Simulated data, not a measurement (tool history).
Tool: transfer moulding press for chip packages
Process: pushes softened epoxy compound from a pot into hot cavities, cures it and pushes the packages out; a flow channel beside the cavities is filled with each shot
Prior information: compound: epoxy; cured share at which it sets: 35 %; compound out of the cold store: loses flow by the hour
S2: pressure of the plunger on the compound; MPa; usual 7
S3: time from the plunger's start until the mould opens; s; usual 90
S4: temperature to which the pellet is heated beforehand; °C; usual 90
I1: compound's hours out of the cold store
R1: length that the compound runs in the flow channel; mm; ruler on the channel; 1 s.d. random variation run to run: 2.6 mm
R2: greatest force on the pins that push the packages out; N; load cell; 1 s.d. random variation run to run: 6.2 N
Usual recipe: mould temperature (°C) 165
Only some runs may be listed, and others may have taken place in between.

Run 1, hour 0: usual settings; I1 19.7. Result: R1 863 mm, R2 468 N.
At hour 8.1: cavities cleaned with cleaning compound and waxed.
Run 2, hour 37.2: usual settings but S3 94 s; I1 29.9. Result: R1 836 mm, R2 458 N.
At hour 56.2: cavities cleaned with cleaning compound and waxed.
Run 3, hour 61.8: usual settings but S3 94 s; I1 21. Result: R1 854 mm, R2 286 N.
Run 4, hour 96.3: usual settings but S4 85 °C; I1 37.2. Result: R1 816 mm, R2 446 N.
At hour 106: cavities cleaned with cleaning compound and waxed.
At hour 127: plunger's sealing rings changed.
Run 5, hour 128.3: usual settings but S4 85 °C; I1 13.3. Result: R1 911 mm, R2 414 N.
At hour 157.2: cavities cleaned with cleaning compound and waxed.
Run 6, hour 176.1: usual settings but S4 85 °C; I1 39.6. Result: R1 836 mm, R2 371 N.
At hour 204.7: cavities cleaned with cleaning compound and waxed.
Run 7, hour 221.2: usual settings but S4 85 °C; I1 13.6. Result: R1 892 mm, R2 400 N.
At hour 254.5: cavities cleaned with cleaning compound and waxed.
Run 8, hour 270.2: usual settings but S4 85 °C; I1 14.6. Result: R1 889 mm, R2 380 N.
Run 9, hour 298.3: usual settings but S4 85 °C; I1 42.9. Result: R1 815 mm, R2 446 N.
At hour 303.7: cavities cleaned with cleaning compound and waxed, once more.
Run 10, hour 321.6: usual settings but S4 85 °C; I1 9.1. Result: R1 892 mm, R2 419 N.
At hour 353.4: cavities cleaned with cleaning compound and waxed.
Run 11, hour 353.4: usual settings but S4 85 °C; I1 22.9. Result: R1 852 mm, R2 253 N.
Run 12, hour 390.8: usual settings; I1 9.9. Result: R1 882 mm, R2 449 N.
At hour 402.1: cavities cleaned with cleaning compound and waxed.
Run 13, hour 421.1: usual settings but S4 88 °C; I1 41.1. Result: R1 804 mm, R2 367 N.
At hour 434.7: mould's thermocouples calibrated.
At hour 437.2: plunger's sealing rings changed.
At hour 456.5: cavities cleaned with cleaning compound and waxed.
Run 14, hour 470.4: usual settings but S3 74 s, S4 94 °C; I1 19.3. Result: R1 887 mm, R2 609 N.
Run 15, hour 496.7: usual settings but S2 6.53 MPa, S3 120 s, S4 89 °C; I1 18. Result: R1 859 mm, R2 321 N.
At hour 506.6: cavities cleaned with cleaning compound and waxed.
Run 16, hour 527.5: usual settings but mould temperature (°C) 166, S2 8.6 MPa, S3 84 s, S4 82 °C; I1 10.2. Result: R1 1006 mm, R2 480 N.
At hour 557.6: cavities cleaned with cleaning compound and waxed.
Run 17, hour 565.3: usual settings but mould temperature (°C) 166, S3 76 s, S4 81 °C; I1 24.4. Result: R1 861 mm, R2 471 N.
Run 18, hour 593.6: usual settings but S2 6.09 MPa, S4 81 °C; I1 43.9. Result: R1 766 mm, R2 457 N.
At hour 607.5: cavities cleaned with cleaning compound and waxed.
Run 19, hour 644: usual settings but S2 6.09 MPa, S4 81 °C; I1 41.7. Result: R1 760 mm, R2 481 N.
At hour 656.9: cavities cleaned with cleaning compound and waxed.
Run 20, hour 673.7: usual settings but S2 5.67 MPa, S3 109 s, S4 81 °C; I1 46.4. Result: R1 722 mm, R2 285 N.
At hour 706.5: cavities cleaned with cleaning compound and waxed.
Run 21, hour 712.5: usual settings but mould temperature (°C) 171, S2 8.75 MPa, S3 127 s, S4 99 °C; I1 17.8. Result: R1 940 mm, R2 208 N.
At hour 744.7: plunger's sealing rings changed.
At hour 757.7: cavities cleaned with cleaning compound and waxed.
Run 22, hour 758.4: usual settings but mould temperature (°C) 162, S2 5.79 MPa; I1 24.1. Result: R1 803 mm, R2 319 N.
Run 23, hour 788.4: usual settings but mould temperature (°C) 158; I1 44. Result: R1 855 mm, R2 660 N.
At hour 806.4: cavities cleaned with cleaning compound and waxed.
Run 24, hour 816.5: usual settings but mould temperature (°C) 158; I1 22.8. Result: R1 898 mm, R2 588 N.
Run 25, hour 849.2: usual settings but mould temperature (°C) 158, S2 5.73 MPa, S3 73 s; I1 17.4. Result: R1 822 mm, R2 1224 N.
At hour 858.1: cavities cleaned with cleaning compound and waxed.
Run 26, hour 887.9: usual settings but mould temperature (°C) 170, S2 8.49 MPa, S3 108 s, S4 81 °C; I1 36.1. Result: R1 897 mm, R2 321 N.

Alternative continuations, all from the tool just after run 26; predict every row:
At hour 906.9: cavities cleaned with cleaning compound and waxed.
Run A, hour 912.1: usual settings but mould temperature (°C) 170, S2 8.49 MPa, S3 129 s, S4 81 °C; I1 24.6. Result: R1 ?, R2 ?.
At hour 906.9: cavities cleaned with cleaning compound and waxed.
Run B, hour 912.1: usual settings but S2 5.28 MPa, S3 74 s, S4 91 °C; I1 13.9. Result: R1 ?, R2 ?.
At hour 906.9: cavities cleaned with cleaning compound and waxed.
Run C, hour 912.1: usual settings but mould temperature (°C) 167, S2 7.38 MPa, S4 97 °C; I1 29. Result: R1 ?, R2 ?.
At hour 906.9: cavities cleaned with cleaning compound and waxed.
Run D, hour 912.1: usual settings but S3 95 s; I1 17.7. Result: R1 ?, R2 ?.

run   R1   R2
  A  924  189
  B  771  486
  C  863  249
  D  871  276
Without the tool's hidden state the same runs would have given:
run   R1   R2
  A  945  154
  B  788  405
  C  883  205
  D  891  230
